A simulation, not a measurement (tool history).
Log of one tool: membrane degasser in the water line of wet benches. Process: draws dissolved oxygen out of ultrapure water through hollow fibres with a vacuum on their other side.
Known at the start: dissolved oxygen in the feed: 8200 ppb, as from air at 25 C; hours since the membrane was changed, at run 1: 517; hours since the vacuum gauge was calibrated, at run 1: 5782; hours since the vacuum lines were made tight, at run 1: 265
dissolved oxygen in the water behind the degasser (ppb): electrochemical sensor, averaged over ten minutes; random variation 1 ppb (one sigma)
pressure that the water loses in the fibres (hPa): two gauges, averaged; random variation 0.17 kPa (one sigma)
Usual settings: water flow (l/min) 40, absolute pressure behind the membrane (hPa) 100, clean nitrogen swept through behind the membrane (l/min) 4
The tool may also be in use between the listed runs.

run    hour  water flow (l/min)  absolute pressure behind the membrane (hPa)  clean nitrogen swept through behind the membrane (l/min)  hours since the membrane was changed  hours since the vacuum gauge was calibrated  hours since the vacuum lines were made tight  dissolved oxygen in the water behind the degasser (ppb)  pressure that the water loses in the fibres (hPa)
  1       0                  40                                          100                                                         4                                   517                                         5782                                           265                                                    174.8                                              253.9
  2   159.7                  40                                          100                                                         4                                   677                                         5942                                           425                                                      176                                              250.6
      236.6  -- vacuum gauge calibrated
  3     440                  40                                          100                                                         4                                   956                                          203                                           705                                                    180.1                                              255.7
  4   716.2                  40                                          100                                                         4                                  1233                                          480                                           981                                                    180.7                                                254
  5   906.4                  40                                          100                                                         4                                  1423                                          670                                          1171                                                    181.6                                              251.9
  6  1107.9                  40                                           68                                                         4                                  1624                                          871                                          1373                                                    109.1                                              255.5
  7  1333.9                  40                                           68                                                         4                                  1850                                         1097                                          1599                                                    108.8                                              257.4
  8  1624.8                  40                                          100                                                         4                                  2141                                         1388                                          1890                                                    183.5                                              257.4
     1724.1  -- vacuum gauge calibrated, once more
  9  1790.2                  40                                          100                                                         4                                  2306                                           66                                          2054                                                    169.2                                              256.1
 10  2005.8                  40                                          100                                                         4                                  2522                                          282                                          2270                                                      171                                              255.6
 11  2187.2                  40                                          100                                                      1.78                                  2703                                          463                                          2451                                                    336.4                                              260.4
 12  2355.2                  40                                          100                                                         4                                  2871                                          631                                          2619                                                      171                                              259.8
 13  2616.7                  40                                          100                                                         4                                  3133                                          893                                          2881                                                      173                                              258.8
 14  2750.1                  40                                          100                                                     10.18                                  3266                                         1026                                          3014                                                     79.3                                              258.7
 15  2870.7                  40                                          100                                                         4                                  3387                                         1147                                          3135                                                    172.9                                              261.7
 16  3148.2                  40                                          100                                                         4                                  3664                                         1424                                          3412                                                      173                                              260.1
 17  3326.5                  40                                          100                                                         4                                  3842                                         1602                                          3591                                                    174.6                                              261.9
     3391.5  -- seals of the vacuum lines changed
 18  3493.6                  37                                          235                                                      2.28                                  4008                                         1768                                           102                                                    702.9                                              244.1
 19    3629                  54                                           63                                                      3.43                                  4143                                         1903                                           237                                                    139.6                                              355.5
 20  3919.8                  34                                           93                                                      2.89                                  4434                                         2194                                           528                                                    178.3                                              222.8
 21    4130                  40                                          172                                                         4                                  4644                                         2404                                           739                                                    338.6                                              268.9
 22  4258.1                  28                                          224                                                      1.93                                  4772                                         2532                                           867                                                    606.4                                              184.8
 23  4473.3                  57                                          100                                                         4                                  4987                                         2747                                          1082                                                    254.8                                              379.4
 24    4723                  57                                          100                                                         4                                  5237                                         2997                                          1332                                                    253.4                                              381.1
 25  4935.7                  57                                          100                                                         4                                  5450                                         3210                                          1544                                                    257.8                                              382.9
 26  5223.1                  49                                          149                                                      4.86                                  5737                                         3497                                          1832                                                    297.8                                              329.1
 27  5435.7                  40                                          100                                                      2.72                                  5950                                         3710                                          2044                                                    248.1                                              268.7
 28  5654.2                  27                                           69                                                      4.24                                  6168                                         3928                                          2263                                                     66.4                                              182.2
 29  5865.9                  32                                          100                                                         4                                  6380                                         4140                                          2474                                                      143                                              216.9
 30  6138.8                  38                                           94                                                         4                                  6653                                         4413                                          2747                                                      159                                              256.5
 31  6379.4                  27                                          100                                                      5.08                                  6893                                         4653                                          2988                                                     98.2                                              184.5
 32  6557.4                  27                                          100                                                      5.08                                  7071                                         4831                                          3166                                                     97.2                                              185.1
 33  6705.7                  27                                          100                                                      5.08                                  7220                                         4980                                          3314                                                     99.1                                              185.6

Forecast each of these 3 alternatives for the next run:
  A  6872.8                  50                                          100                                                      2.18                                  7387                                         5147                                          3481                                                        ?                                                  ?
  B  6872.8                  40                                           98                                                      2.46                                  7387                                         5147                                          3481                                                        ?                                                  ?
  C  6872.8                  46                                          166                                                      6.87                                  7387                                         5147                                          3481                                                        ?                                                  ?

run  dissolved oxygen in the water behind the degasser (ppb)  pressure that the water loses in the fibres (hPa)
  A                                                    374.7                                              343.8
  B                                                    265.8                                              277.5
  C                                                    240.2                                              315.8
Without the tool's hidden state the same runs would have given:
run  dissolved oxygen in the water behind the degasser (ppb)  pressure that the water loses in the fibres (hPa)
  A                                                    347.6                                              314.8
  B                                                    246.2                                              254.2
  C                                                    224.4                                              289.1

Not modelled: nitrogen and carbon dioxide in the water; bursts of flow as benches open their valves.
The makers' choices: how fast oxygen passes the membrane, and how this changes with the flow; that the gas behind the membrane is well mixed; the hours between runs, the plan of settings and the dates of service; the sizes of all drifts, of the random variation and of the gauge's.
